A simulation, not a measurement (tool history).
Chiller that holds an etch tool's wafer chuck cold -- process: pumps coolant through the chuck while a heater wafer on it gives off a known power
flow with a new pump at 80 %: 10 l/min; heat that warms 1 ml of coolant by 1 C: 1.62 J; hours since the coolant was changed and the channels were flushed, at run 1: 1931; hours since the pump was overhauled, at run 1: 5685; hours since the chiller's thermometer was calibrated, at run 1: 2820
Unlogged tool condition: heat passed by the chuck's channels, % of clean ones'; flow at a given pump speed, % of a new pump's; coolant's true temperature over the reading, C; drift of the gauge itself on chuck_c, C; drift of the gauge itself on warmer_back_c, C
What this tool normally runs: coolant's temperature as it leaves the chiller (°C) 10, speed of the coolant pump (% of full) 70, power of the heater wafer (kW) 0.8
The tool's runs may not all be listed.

run,day,coolant's temperature as it leaves the chiller (°C),speed of the coolant pump (% of full),power of the heater wafer (kW),hours since the coolant was changed and the channels were flushed,hours since the pump was overhauled,hours since the chiller's thermometer was calibrated,chuck's temperature once it has settled (°C),how much warmer the coolant comes back (C)
1,0,10,70,0.8,1931,5685,2820,16.95,3.6
2,5.879,10,76,0.8,2072,5826,2961,16.59,3.31
3,8.9,10,76,0.8,2145,5898,3034,16.52,3.33
4,12.633,10,70,0.8,2234,5988,3123,17.09,3.57
5,17.233,10,70,0.819,2345,6098,3234,17.25,3.68
6,20.467,10,70,0.819,2422,6176,3311,17.23,3.69
7,23.4,10,70,0.819,2493,6246,3382,17.34,3.69
8,27.329,10,86,0.8,2587,6340,3476,15.94,2.93
9,32.292,10,86,0.8,2706,6460,3595,15.8,2.94
10,35.125,12,86,0.8,2774,6528,3663,18.06,2.93
11,37.988,12,86,0.8,2843,6596,3732,17.96,2.92
12,42.804,12,86,0.8,2959,6712,3847,17.75,2.94
13,47.312,12,86,0.8,3067,6820,3956,17.95,2.97
14,51.546,10,70,1.102,3168,6922,4057,19.97,5
15,55.862,10,70,1.102,3272,7025,4161,19.92,5.04
16,59.796,10,70,1.102,3366,7120,4255,20.16,5.06
17,63.112,17,95,1.102,3446,7199,4335,24.58,3.67
18,67.85,18,64,1.102,3560,7313,4448,28.87,5.54
19,72.621,18,64,1.102,3674,7427,4563,28.84,5.54
20,75.983,10,73,0.76,3755,7508,4644,16.66,3.33
21,82.288,10,73,0.76,3906,7660,4795,16.62,3.35
# day 82.875: coolant pump overhauled
22,86.85,3,70,0.613,4011,95,4900,8.71,2.94
23,90.842,10,70,0.649,4106,191,4995,16.09,3.12
24,94.5,10,70,0.439,4194,279,5083,14.08,2.08
# day 95.292: coolant pump overhauled, once more
25,97.767,17,79,0.8,4268,59,5157,23.12,3
26,101.729,4,80,0.8,4363,155,5252,9.88,2.95
# day 105.225: chiller's thermometer calibrated
27,105.658,1,62,1.195,4456,248,10,12.95,5.71
28,108.75,1,62,1.195,4530,322,85,12.91,5.75
29,112.638,1,62,1.195,4623,415,178,13.01,5.74
30,115.346,3,67,0.575,4689,480,243,8.36,2.52
31,118.275,3,67,0.575,4759,551,313,8.44,2.55
32,121.95,0,67,0.663,4847,639,401,6.27,2.97

Hidden condition of the tool, last listed run before each entry between runs versus first listed run after:
From run 21 to run 22: coolant pump overhauled (day 82.875)
  heat passed by the chuck's channels, % of clean ones': 90.8 -> 90.6; flow at a given pump speed, % of a new pump's: 92.4 -> 88.7; coolant's true temperature over the reading, C: -0.31 -> -0.32
  measured minus no-state result, chuck's temperature once it has settled (°C): +0.56 -> +0.63; how much warmer the coolant comes back (C): +0.25 -> +0.33
From run 24 to run 25: coolant pump overhauled, once more (day 95.292)
  heat passed by the chuck's channels, % of clean ones': 90.2 -> 90; flow at a given pump speed, % of a new pump's: 88.5 -> 100.3; coolant's true temperature over the reading, C: -0.33 -> -0.34
  measured minus no-state result, chuck's temperature once it has settled (°C): +0.36 -> +0.1; how much warmer the coolant comes back (C): +0.24 -> -0.01
From run 26 to run 27: chiller's thermometer calibrated (day 105.225)
  heat passed by the chuck's channels, % of clean ones': 89.8 -> 89.6; flow at a given pump speed, % of a new pump's: 100.2 -> 100.1; coolant's true temperature over the reading, C: -0.34 -> 0.03
  measured minus no-state result, chuck's temperature once it has settled (°C): +0.11 -> +0.89; how much warmer the coolant comes back (C): +0 -> -0.01
